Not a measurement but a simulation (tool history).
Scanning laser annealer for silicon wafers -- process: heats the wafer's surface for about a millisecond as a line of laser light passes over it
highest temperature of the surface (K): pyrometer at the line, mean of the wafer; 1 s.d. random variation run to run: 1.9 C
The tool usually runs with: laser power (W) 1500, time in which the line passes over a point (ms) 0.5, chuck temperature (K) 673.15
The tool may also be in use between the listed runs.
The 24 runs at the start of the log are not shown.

run,hour,laser power (W),time in which the line passes over a point (ms),chuck temperature (K),highest temperature of the surface (K)
25,547.2,1500,0.596,709.15,1512.15
26,575.7,1434,0.362,654.15,1258.15
# hour 579.7: window over the wafer cleaned
27,602.1,1539,0.422,683.15,1362.15
28,617.6,1500,0.5,710.15,1431.15
29,639.4,1581,0.519,689.15,1460.15
# hour 665.2: window over the wafer cleaned, once more
30,675.1,1320,0.456,710.15,1348.15
31,690.6,1537,0.456,667.15,1405.15
32,720.6,1537,0.456,667.15,1406.15
33,748.9,1537,0.456,667.15,1403.15
34,781.6,1615,0.5,643.15,1450.15
35,808.6,1615,0.433,689.15,1440.15
36,824,1350,0.5,673.15,1352.15
37,855.3,1282,0.568,647.15,1337.15
38,869.2,1282,0.579,709.15,1405.15
39,897.8,1529,0.45,702.15,1427.15
40,919.8,1643,0.5,673.15,1491.15
41,938.9,1643,0.5,673.15,1491.15
42,964.8,1611,0.419,647.15,1384.15

3 ways to go on from here, each from the tool as it stands after run 42. What would each give?
A,990.7,1500,0.471,683.15,?
B,990.7,1611,0.42,695.15,?
C,990.7,1553,0.575,673.15,?

run,highest temperature of the surface (K)
A,1412.15
B,1431.15
C,1499.15
Without the tool's unlogged condition, the same runs would have read:
run,highest temperature of the surface (K)
A,1422.15
B,1441.15
C,1510.15
